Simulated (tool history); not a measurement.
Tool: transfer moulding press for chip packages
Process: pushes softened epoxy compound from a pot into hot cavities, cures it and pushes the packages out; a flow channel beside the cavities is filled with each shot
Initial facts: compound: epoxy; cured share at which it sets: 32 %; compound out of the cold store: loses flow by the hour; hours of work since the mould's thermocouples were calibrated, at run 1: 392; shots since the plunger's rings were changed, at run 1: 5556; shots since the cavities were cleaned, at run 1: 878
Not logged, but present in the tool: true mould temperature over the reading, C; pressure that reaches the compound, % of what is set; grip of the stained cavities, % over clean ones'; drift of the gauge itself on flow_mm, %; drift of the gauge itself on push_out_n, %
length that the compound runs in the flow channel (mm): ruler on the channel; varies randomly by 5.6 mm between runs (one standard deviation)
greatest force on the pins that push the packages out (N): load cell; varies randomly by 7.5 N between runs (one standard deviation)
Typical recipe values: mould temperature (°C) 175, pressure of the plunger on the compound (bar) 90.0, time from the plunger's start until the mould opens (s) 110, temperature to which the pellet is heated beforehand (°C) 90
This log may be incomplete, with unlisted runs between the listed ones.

| run | hour | mould temperature (°C) | pressure of the plunger on the compound (bar) | time from the plunger's start until the mould opens (s) | temperature to which the pellet is heated beforehand (°C) | hours of work since the mould's thermocouples were calibrated | shots since the plunger's rings were changed | shots since the cavities were cleaned | incoming compound's hours out of the cold store | length that the compound runs in the flow channel (mm) | greatest force on the pins that push the packages out (N) |
|---|---|---|---|---|---|---|---|---|---|---|---|
| 1 | 0.0 | 175 | 90.0 | 110 | 90 | 392 | 5556 | 878 | 29.9 | 542 | 304 |
|  | 19.2 | cavities cleaned with cleaning compound and waxed |
|  | 57.9 | plunger's sealing rings changed |
| 2 | 61.1 | 175 | 90.0 | 110 | 90 | 433 | 40 | 495 | 46.4 | 487 | 298 |
|  | 111.2 | cavities cleaned with cleaning compound and waxed |
| 3 | 142.5 | 175 | 90.0 | 110 | 90 | 491 | 1043 | 393 | 9.2 | 622 | 317 |
|  | 198.9 | cavities cleaned with cleaning compound and waxed |
| 4 | 214.0 | 175 | 90.0 | 110 | 90 | 541 | 1922 | 190 | 25.3 | 563 | 311 |
| 5 | 278.8 | 175 | 90.0 | 110 | 90 | 588 | 2736 | 1004 | 29.6 | 542 | 317 |
|  | 288.6 | cavities cleaned with cleaning compound and waxed |
| 6 | 324.8 | 175 | 90.0 | 101 | 90 | 620 | 3294 | 454 | 17.5 | 593 | 386 |
|  | 373.1 | cavities cleaned with cleaning compound and waxed |
| 7 | 384.2 | 175 | 90.0 | 110 | 95 | 661 | 4021 | 139 | 40.9 | 509 | 312 |
|  | 462.7 | cavities cleaned with cleaning compound and waxed |
| 8 | 469.2 | 175 | 90.0 | 110 | 95 | 721 | 5071 | 82 | 38.8 | 520 | 308 |
|  | 549.5 | cavities cleaned with cleaning compound and waxed |
|  | 557.8 | mould's thermocouples calibrated |
|  | 568.8 | plunger's sealing rings changed |
| 9 | 574.2 | 175 | 90.0 | 110 | 84 | 10 | 68 | 254 | 18.3 | 590 | 312 |
|  | 639.7 | cavities cleaned with cleaning compound and waxed |
| 10 | 643.1 | 175 | 90.0 | 110 | 90 | 58 | 913 | 43 | 21.1 | 571 | 328 |
| 11 | 700.0 | 175 | 90.0 | 110 | 86 | 99 | 1628 | 758 | 15.2 | 600 | 338 |
|  | 724.2 | cavities cleaned with cleaning compound and waxed |
| 12 | 763.9 | 175 | 90.0 | 110 | 86 | 144 | 2412 | 499 | 12.3 | 609 | 331 |
|  | 808.9 | cavities cleaned with cleaning compound and waxed |
| 13 | 814.0 | 175 | 107.5 | 110 | 90 | 179 | 3022 | 64 | 43.8 | 542 | 296 |
| 14 | 887.1 | 175 | 107.5 | 110 | 90 | 232 | 3940 | 982 | 41.2 | 559 | 301 |
|  | 897.5 | cavities cleaned with cleaning compound and waxed |
| 15 | 972.3 | 175 | 107.5 | 110 | 90 | 292 | 4992 | 940 | 12.0 | 655 | 320 |
|  | 984.9 | cavities cleaned with cleaning compound and waxed |
| 16 | 1054.8 | 174 | 100.6 | 110 | 91 | 350 | 6009 | 878 | 11.3 | 652 | 347 |
|  | 1074.6 | plunger's sealing rings changed |
|  | 1076.1 | cavities cleaned with cleaning compound and waxed |
| 17 | 1126.1 | 174 | 86.4 | 110 | 92 | 398 | 628 | 628 | 31.0 | 530 | 316 |
|  | 1165.3 | cavities cleaned with cleaning compound and waxed |
| 18 | 1181.9 | 174 | 86.4 | 110 | 92 | 437 | 1310 | 208 | 11.1 | 601 | 342 |
| 19 | 1226.9 | 171 | 90.0 | 111 | 90 | 470 | 1875 | 773 | 16.6 | 598 | 385 |
|  | 1254.4 | cavities cleaned with cleaning compound and waxed |
| 20 | 1288.3 | 177 | 90.0 | 110 | 98 | 513 | 2628 | 426 | 23.7 | 560 | 287 |
|  | 1341.1 | cavities cleaned with cleaning compound and waxed |
| 21 | 1355.8 | 177 | 93.4 | 110 | 86 | 560 | 3456 | 184 | 46.2 | 494 | 297 |
| 22 | 1403.4 | 176 | 90.0 | 148 | 90 | 594 | 4055 | 783 | 33.7 | 533 | 265 |
|  | 1426.4 | cavities cleaned with cleaning compound and waxed |
| 23 | 1468.8 | 179 | 71.1 | 104 | 90 | 640 | 4857 | 533 | 42.1 | 449 | 297 |
|  | 1517.7 | cavities cleaned with cleaning compound and waxed |
| 24 | 1550.0 | 169 | 75.1 | 125 | 95 | 698 | 5858 | 406 | 14.4 | 558 | 349 |
|  | 1577.7 | plunger's sealing rings changed |
|  | 1607.5 | cavities cleaned with cleaning compound and waxed |
| 25 | 1615.7 | 169 | 85.4 | 101 | 98 | 742 | 458 | 102 | 13.6 | 594 | 544 |
|  | 1673.5 | mould's thermocouples calibrated |
| 26 | 1678.2 | 169 | 85.4 | 101 | 98 | 3 | 1218 | 862 | 12.7 | 593 | 542 |

5 options for the next run, each taken on its own from the tool as it stands now. Forecast them:
|  | 1695.9 | cavities cleaned with cleaning compound and waxed |
| A | 1728.7 | 175 | 90.0 | 117 | 90 | 39 | 1833 | 412 | 24.4 | ? | ? |
|  | 1695.9 | cavities cleaned with cleaning compound and waxed |
| B | 1728.7 | 175 | 85.4 | 101 | 98 | 39 | 1833 | 412 | 12.9 | ? | ? |
|  | 1695.9 | cavities cleaned with cleaning compound and waxed |
| C | 1728.7 | 181 | 82.5 | 110 | 90 | 39 | 1833 | 412 | 8.7 | ? | ? |
|  | 1695.9 | cavities cleaned with cleaning compound and waxed |
| D | 1728.7 | 175 | 90.0 | 110 | 86 | 39 | 1833 | 412 | 26.0 | ? | ? |
|  | 1695.9 | cavities cleaned with cleaning compound and waxed |
| E | 1728.7 | 175 | 90.0 | 122 | 90 | 39 | 1833 | 412 | 8.1 | ? | ? |

| run | length that the compound runs in the flow channel (mm) | greatest force on the pins that push the packages out (N) |
|---|---|---|
| A | 564 | 293 |
| B | 593 | 367 |
| C | 592 | 283 |
| D | 556 | 315 |
| E | 623 | 296 |
With no hidden state in the tool, these same runs would have given:
| run | length that the compound runs in the flow channel (mm) | greatest force on the pins that push the packages out (N) |
|---|---|---|
| A | 564 | 292 |
| B | 593 | 365 |
| C | 592 | 282 |
| D | 556 | 314 |
| E | 623 | 295 |

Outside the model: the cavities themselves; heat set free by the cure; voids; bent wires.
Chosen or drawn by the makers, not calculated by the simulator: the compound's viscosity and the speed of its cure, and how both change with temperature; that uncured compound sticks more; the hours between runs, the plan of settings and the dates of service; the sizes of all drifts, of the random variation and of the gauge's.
